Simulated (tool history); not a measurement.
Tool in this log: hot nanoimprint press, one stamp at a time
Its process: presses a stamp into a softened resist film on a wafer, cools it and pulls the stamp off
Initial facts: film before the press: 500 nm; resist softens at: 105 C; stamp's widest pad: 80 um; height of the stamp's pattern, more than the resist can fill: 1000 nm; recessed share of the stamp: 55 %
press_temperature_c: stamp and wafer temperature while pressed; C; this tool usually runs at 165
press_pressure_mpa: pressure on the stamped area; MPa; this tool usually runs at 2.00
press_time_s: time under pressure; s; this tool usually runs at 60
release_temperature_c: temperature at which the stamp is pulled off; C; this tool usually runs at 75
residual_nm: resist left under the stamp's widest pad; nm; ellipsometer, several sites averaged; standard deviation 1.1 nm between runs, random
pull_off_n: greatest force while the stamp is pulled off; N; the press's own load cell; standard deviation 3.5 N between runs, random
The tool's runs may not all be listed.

Run 1, day 0.000: usual settings. Result: residual_nm 271.0 nm, pull_off_n 203 N.
Run 2, day 3.975: usual settings. Result: residual_nm 273.1 nm, pull_off_n 221 N.
At day 5.521: press's hydraulic seals changed and the load cell set to zero.
Run 3, day 6.692: usual settings but press_time_s 83 s. Result: residual_nm 242.5 nm, pull_off_n 235 N.
Run 4, day 9.900: usual settings but press_time_s 83 s. Result: residual_nm 247.9 nm, pull_off_n 236 N.
Run 5, day 11.867: usual settings. Result: residual_nm 275.1 nm, pull_off_n 237 N.
At day 14.408: plate thermocouple calibrated.
Run 6, day 14.512: usual settings. Result: residual_nm 284.9 nm, pull_off_n 259 N.
Run 7, day 17.162: usual settings but release_temperature_c 63 C. Result: residual_nm 287.2 nm, pull_off_n 330 N.
Run 8, day 19.904: usual settings but press_pressure_mpa 2.39 MPa. Result: residual_nm 266.9 nm, pull_off_n 269 N.
Run 9, day 23.996: usual settings but press_temperature_c 161 C, press_pressure_mpa 2.39 MPa. Result: residual_nm 333.5 nm, pull_off_n 301 N.
Run 10, day 26.929: usual settings but press_time_s 98 s. Result: residual_nm 251.3 nm, pull_off_n 307 N.
At day 27.967: plate thermocouple calibrated, once more.
At day 29.521: stamp cleaned and given a new release coat.
Run 11, day 30.517: usual settings. Result: residual_nm 259.8 nm, pull_off_n 178 N.
Run 12, day 33.025: usual settings. Result: residual_nm 259.4 nm, pull_off_n 181 N.
Run 13, day 37.262: usual settings. Result: residual_nm 263.9 nm, pull_off_n 195 N.
Run 14, day 39.946: usual settings but press_pressure_mpa 1.28 MPa. Result: residual_nm 321.4 nm, pull_off_n 213 N.
Run 15, day 43.912: usual settings. Result: residual_nm 268.4 nm, pull_off_n 213 N.
At day 45.804: plate thermocouple calibrated.
Run 16, day 47.617: usual settings but press_pressure_mpa 2.16 MPa, release_temperature_c 65 C. Result: residual_nm 254.4 nm, pull_off_n 260 N.
Run 17, day 49.538: usual settings but press_temperature_c 169 C, press_pressure_mpa 2.16 MPa, press_time_s 43 s, release_temperature_c 72 C. Result: residual_nm 227.4 nm, pull_off_n 245 N.
Run 18, day 52.125: usual settings but press_temperature_c 172 C, press_pressure_mpa 2.45 MPa, release_temperature_c 79 C. Result: residual_nm 160.2 nm, pull_off_n 222 N.
Run 19, day 54.154: usual settings but press_temperature_c 175 C, press_pressure_mpa 1.56 MPa, press_time_s 85 s, release_temperature_c 80 C. Result: residual_nm 150.2 nm, pull_off_n 217 N.
Run 20, day 57.962: usual settings but press_temperature_c 160 C, press_pressure_mpa 1.56 MPa, press_time_s 85 s, release_temperature_c 60 C. Result: residual_nm 348.7 nm, pull_off_n 342 N.
Run 21, day 61.396: usual settings but press_temperature_c 158 C, press_pressure_mpa 1.84 MPa, press_time_s 85 s. Result: residual_nm 363.1 nm, pull_off_n 269 N.
At day 63.238: plate thermocouple calibrated.
Run 22, day 64.271: usual settings but press_temperature_c 154 C, press_pressure_mpa 1.26 MPa, press_time_s 78 s. Result: residual_nm 440.7 nm, pull_off_n 293 N.
Run 23, day 67.125: usual settings but press_pressure_mpa 1.92 MPa, press_time_s 71 s, release_temperature_c 68 C. Result: residual_nm 256.4 nm, pull_off_n 321 N.
At day 70.300: stamp cleaned and given a new release coat.
Run 24, day 70.812: usual settings but press_pressure_mpa 2.99 MPa, press_time_s 71 s, release_temperature_c 66 C. Result: residual_nm 210.1 nm, pull_off_n 199 N.
Run 25, day 72.812: usual settings but press_time_s 33 s. Result: residual_nm 321.9 nm, pull_off_n 180 N.
Run 26, day 75.062: usual settings but press_time_s 33 s. Result: residual_nm 322.3 nm, pull_off_n 186 N.
Run 27, day 79.133: usual settings but press_temperature_c 161 C, press_time_s 33 s. Result: residual_nm 384.3 nm, pull_off_n 199 N.
At day 80.762: plate thermocouple calibrated.
At day 82.300: press's hydraulic seals changed and the load cell set to zero.
Run 28, day 82.354: usual settings but press_temperature_c 155 C, press_time_s 57 s, release_temperature_c 72 C. Result: residual_nm 413.6 nm, pull_off_n 218 N.
Run 29, day 85.654: usual settings but press_temperature_c 155 C, press_time_s 57 s, release_temperature_c 72 C. Result: residual_nm 412.7 nm, pull_off_n 221 N.

Forecast each of these 3 alternatives for the next run:
Run A, day 88.350: usual settings but press_temperature_c 155 C, press_pressure_mpa 1.24 MPa, press_time_s 58 s, release_temperature_c 72 C. Result: residual_nm ?, pull_off_n ?.
Run B, day 88.350: usual settings but press_time_s 32 s. Result: residual_nm ?, pull_off_n ?.
Run C, day 88.350: usual settings but press_temperature_c 155 C, press_time_s 57 s, release_temperature_c 61 C. Result: residual_nm ?, pull_off_n ?.

run  residual_nm  pull_off_n
  A        450.5         229
  B        320.2         230
  C        416.6         280
With the hidden condition removed and each run's random variation left untouched, the same runs would have given:
run  residual_nm  pull_off_n
  A        448.5         174
  B        317.0         175
  C        413.9         213
